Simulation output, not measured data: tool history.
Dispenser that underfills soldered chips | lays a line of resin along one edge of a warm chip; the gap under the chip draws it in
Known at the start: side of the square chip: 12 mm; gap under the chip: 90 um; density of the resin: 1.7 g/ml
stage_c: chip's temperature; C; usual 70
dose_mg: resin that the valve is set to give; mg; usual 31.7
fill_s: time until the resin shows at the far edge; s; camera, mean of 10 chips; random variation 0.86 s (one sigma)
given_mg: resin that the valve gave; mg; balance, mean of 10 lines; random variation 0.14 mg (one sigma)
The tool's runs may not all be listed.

run,day,stage_c,dose_mg,fill_s,given_mg
1,0,70,31.7,106,30.71
# day 0.062: new syringe of resin
2,0.267,70,31.7,96.9,30.81
# day 0.417: new syringe of resin
3,0.667,70,36.7,98.9,35.37
# day 0.788: new syringe of resin
# day 1.1: dispensing valve cleaned and set on the balance
4,1.129,74,31.7,95.5,31.73
# day 1.171: new syringe of resin
5,1.342,74,31.7,82.4,31.59
# day 1.546: new syringe of resin
6,1.842,74,31.7,90.2,31.58
# day 1.925: new syringe of resin
# day 2.275: new syringe of resin
7,2.304,74,31.7,70.4,31.13
8,2.579,70,28,109.8,27.47
# day 2.646: new syringe of resin
9,2.975,81,28,78.6,27.43
# day 3.025: new syringe of resin
10,3.329,81,28,78.7,27.35
# day 3.371: new syringe of resin
11,3.608,81,28,71,27.35
# day 3.742: new syringe of resin
12,3.846,81,28,63,27.23
# day 4.096: new syringe of resin
13,4.188,70,31.7,85.5,30.76
# day 4.45: new syringe of resin
14,4.458,70,31.7,77.2,30.75
# day 4.804: new syringe of resin
# day 4.988: dispensing valve cleaned and set on the balance
15,4.988,70,31.7,87.7,31.74
# day 5.204: new syringe of resin
16,5.317,70,31.7,85.8,31.56
# day 5.567: new syringe of resin
17,5.692,79,31.7,63.9,31.4
# day 5.925: new syringe of resin
18,5.95,70,40.5,78.4,40.19
# day 6.283: new syringe of resin
19,6.283,76,33.1,63,32.7
# day 6.629: new syringe of resin
20,6.738,70,30.4,85.7,29.94
# day 6.983: new syringe of resin
21,6.983,70,30.4,79.3,29.69
# day 7.333: new syringe of resin
22,7.392,57,37.5,122.8,36.46
# day 7.675: new syringe of resin
23,7.817,78,27.9,72.1,27.19
# day 8.029: new syringe of resin
24,8.279,78,27.9,79.1,26.98
# day 8.383: new syringe of resin
25,8.546,59,27.9,137.4,26.76
# day 8.746: new syringe of resin
# day 8.896: dispensing valve cleaned and set on the balance
26,9.012,60,27.9,142.5,27.91
# day 9.138: new syringe of resin
# day 9.488: new syringe of resin
27,9.492,60,27.9,112.4,27.88
# day 9.85: new syringe of resin
28,9.95,60,27.9,123.3,27.66
# day 10.196: new syringe of resin
29,10.196,60,27.9,108.2,27.41
30,10.521,72,32.3,97.2,31.62
# day 10.558: new syringe of resin
31,10.821,66,35.1,111.3,34.38
# day 10.912: new syringe of resin
32,11.192,66,35.1,113.2,34.57
# day 11.258: new syringe of resin
# day 11.612: new syringe of resin
33,11.612,66,35.1,84,34.3
# day 11.996: new syringe of resin
34,12.108,58,30.4,131.9,29.41
# day 12.346: new syringe of resin
35,12.379,70,32.3,76.8,31.17

Forecast each of these 3 alternatives for the next run:
# day 12.688: new syringe of resin
# day 12.783: dispensing valve cleaned and set on the balance
A,12.929,61,32.9,?,?
# day 12.688: new syringe of resin
# day 12.783: dispensing valve cleaned and set on the balance
B,12.929,60,35.9,?,?
# day 12.688: new syringe of resin
# day 12.783: dispensing valve cleaned and set on the balance
C,12.929,58,34.1,?,?

run,fill_s,given_mg
A,125.2,33.12
B,129.1,35.96
C,139.9,34.32
Without the tool's hidden state the same runs would have given:
run,fill_s,given_mg
A,108.4,33.07
B,111.9,35.91
C,121.3,34.27
